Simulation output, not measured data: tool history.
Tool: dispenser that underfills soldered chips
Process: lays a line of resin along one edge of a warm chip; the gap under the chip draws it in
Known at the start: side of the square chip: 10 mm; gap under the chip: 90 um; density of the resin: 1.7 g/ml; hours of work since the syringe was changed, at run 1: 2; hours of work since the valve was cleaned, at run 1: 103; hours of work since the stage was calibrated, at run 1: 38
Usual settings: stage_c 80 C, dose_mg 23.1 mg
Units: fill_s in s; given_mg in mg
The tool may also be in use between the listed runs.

run   hour  stage_c  dose_mg  hours of work since the syringe was changed  hours of work since the valve was cleaned  hours of work since the stage was calibrated  fill_s  given_mg
  1    0.0       80     23.1                                            2                                        103                                            38    77.2     21.49
  2    4.5       80     23.1                                            4                                        106                                            41    89.3     21.26
       6.3  -- new syringe of resin
  3    8.4       80     21.2                                            1                                        108                                            43    76.2     19.44
  4   14.0       80     21.2                                            5                                        111                                            47    90.3     19.41
      15.0  -- new syringe of resin
  5   18.6       80     23.1                                            2                                        114                                            50    77.2     21.12
      23.6  -- new syringe of resin
  6   26.6       80     23.1                                            2                                        119                                            54    77.2     20.99
      32.2  -- new syringe of resin
  7   34.0       80     23.1                                            1                                        123                                            59    75.8     21.10
      40.8  -- new syringe of resin
      41.8  -- dispensing valve cleaned and set on the balance
  8   41.8       80     29.1                                            0                                          0                                            63    68.5     29.08
  9   48.8       80     29.1                                            4                                          4                                            67    83.5     29.13
      50.6  -- new syringe of resin
 10   55.4       80     29.1                                            3                                          8                                            71    78.7     28.81
      59.5  -- new syringe of resin
 11   60.5       76     21.8                                            1                                         11                                            74    85.1     21.42
 12   66.1       76     21.8                                            4                                         15                                            78   103.8     21.56
      68.0  -- new syringe of resin
 13   73.4       90     29.5                                            3                                         19                                            82    54.1     29.06
      76.7  -- new syringe of resin
 14   77.8       76     27.9                                            1                                         22                                            84    84.2     27.30
      85.7  -- new syringe of resin
 15   85.7       91     23.6                                            0                                         26                                            89    44.4     23.10
 16   93.1       91     23.6                                            5                                         31                                            94    55.4     22.93
      94.4  -- new syringe of resin
 17   98.0       91     23.6                                            2                                         34                                            97    48.0     22.86
 18  101.7       89     24.0                                            5                                         36                                            99    61.1     23.10

Forecast run 19:
     102.9  -- new syringe of resin
 19  107.8       66     21.4                                            3                                         40                                           103       ?         ?

{"run 19": {"fill_s": 155.3, "given_mg": 20.64}}
Without the tool's hidden state the same run would have given fill_s 126.9 s, given_mg 21.34 mg.
